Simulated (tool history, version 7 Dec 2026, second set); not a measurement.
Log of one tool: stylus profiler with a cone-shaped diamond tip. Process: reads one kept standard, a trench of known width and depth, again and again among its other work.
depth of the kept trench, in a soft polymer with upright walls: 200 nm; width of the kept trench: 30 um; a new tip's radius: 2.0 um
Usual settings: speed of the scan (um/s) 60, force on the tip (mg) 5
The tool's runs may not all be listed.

| run | hour | speed of the scan (um/s) | force on the tip (mg) | depth of the trench (nm) | width of the trench's floor (µm) |
|---|---|---|---|---|---|
| 1 | 0 | 60 | 5 | 201.52 | 27.47 |
| 2 | 52.2 | 17 | 5 | 201.46 | 27.57 |
| 3 | 150.5 | 60 | 5 | 201.41 | 27.39 |
| 4 | 203.1 | 60 | 5 | 201.47 | 27.34 |
| 5 | 268.1 | 60 | 5 | 201.43 | 27.28 |
| 6 | 348.4 | 60 | 5 | 202.05 | 27.28 |
| 7 | 460.1 | 60 | 5 | 202.1 | 27.24 |
| 8 | 544.5 | 60 | 13.75 | 204 | 27.29 |
| 9 | 595.4 | 60 | 10.1 | 203.19 | 27.23 |
| 10 | 708.4 | 81 | 5 | 201.81 | 27.08 |
| 11 | 794.5 | 81 | 12.38 | 203.65 | 27.13 |
| 12 | 910.1 | 81 | 12.38 | 203.49 | 27.12 |
| 13 | 981 | 60 | 5 | 201.71 | 27.05 |
| 14 | 1056.4 | 60 | 5 | 201.6 | 26.96 |
| 15 | 1155.6 | 227 | 5 | 201.55 | 26.21 |
| 16 | 1218.9 | 227 | 5 | 201.49 | 26.25 |
| 17 | 1316.4 | 227 | 5 | 201.52 | 26.2 |
| 18 | 1417.2 | 133 | 5 | 201.47 | 26.56 |
| 19 | 1473.4 | 60 | 5 | 201.4 | 26.85 |
| 20 | 1560.3 | 60 | 5 | 201.36 | 26.84 |
| 21 | 1674.2 | 60 | 5 | 202.09 | 26.81 |
| 22 | 1789.9 | 60 | 5 | 202.16 | 27.97 |
| 23 | 1847.4 | 60 | 5 | 202.09 | 27.97 |
| 24 | 1934.1 | 15 | 3.66 | 201.73 | 28.04 |
| 25 | 1985 | 95 | 6.87 | 202.59 | 27.79 |
| 26 | 2096.6 | 78 | 12.91 | 203.91 | 27.85 |
| 27 | 2196.3 | 31 | 9.56 | 203.06 | 27.94 |
| 28 | 2269.3 | 124 | 9.56 | 202.95 | 27.56 |
| 29 | 2328.7 | 35 | 5 | 201.81 | 27.74 |
| 30 | 2388.5 | 35 | 5 | 201.81 | 27.76 |
| 31 | 2502.6 | 43 | 6.82 | 202.18 | 27.72 |
| 32 | 2613.8 | 17 | 13.31 | 203.69 | 27.78 |
| 33 | 2721.4 | 75 | 2.02 | 200.63 | 27.25 |
| 34 | 2806.8 | 17 | 2.3 | 200.64 | 27.56 |
| 35 | 2899.6 | 48 | 2.4 | 200.65 | 27.34 |
| 36 | 2998.6 | 48 | 2.4 | 200.59 | 27.32 |
| 37 | 3097 | 113 | 2.1 | 201.04 | 26.76 |
| 38 | 3161.7 | 27 | 2.02 | 201.05 | 27.4 |
| 39 | 3226.2 | 27 | 2.02 | 201.01 | 27.32 |
| 40 | 3344.8 | 77 | 5 | 201.96 | 27.09 |
| 41 | 3455.7 | 77 | 5 | 201.84 | 27.09 |
| 42 | 3510.4 | 45 | 5.18 | 201.86 | 27.24 |
| 43 | 3605.9 | 45 | 5.18 | 201.87 | 27.2 |
| 44 | 3662.9 | 45 | 5.18 | 201.78 | 27.18 |
| 45 | 3747.6 | 36 | 3.08 | 201.14 | 27.12 |

Not shown: 4 entries that the log had between the listed runs. Between which runs, and how does the tool's hidden state differ before and after?
Between runs 5 and 6: height scale calibrated on a step standard (hour 280.6)
  radius of the tip, um: 3.78 -> 3.88; height scale over the true one, %: -0.39 -> -0.054
  measured less the result without the state, depth of the trench (nm): -0.79 -> -0.11; width of the trench's floor (µm): -0.68 -> -0.72
Between runs 20 and 21: height scale calibrated on a step standard (hour 1666.2)
  radius of the tip, um: 5.45 -> 5.59; height scale over the true one, %: -0.403 -> 0.012
  measured less the result without the state, depth of the trench (nm): -0.82 -> +0.03; width of the trench's floor (µm): -1.18 -> -1.21
Between runs 21 and 22: new tip fitted, height scale calibrated (hour 1694.8)
  radius of the tip, um: 5.59 -> 2.06; height scale over the true one, %: 0.012 -> -0.004
  measured less the result without the state, depth of the trench (nm): +0.03 -> -0.01; width of the trench's floor (µm): -1.21 -> -0.03
Between runs 36 and 37: height scale calibrated on a step standard (hour 3079.3)
  radius of the tip, um: 3.68 -> 3.81; height scale over the true one, %: -0.347 -> -0.053
  measured less the result without the state, depth of the trench (nm): -0.7 -> -0.1; width of the trench's floor (µm): -0.66 -> -0.69
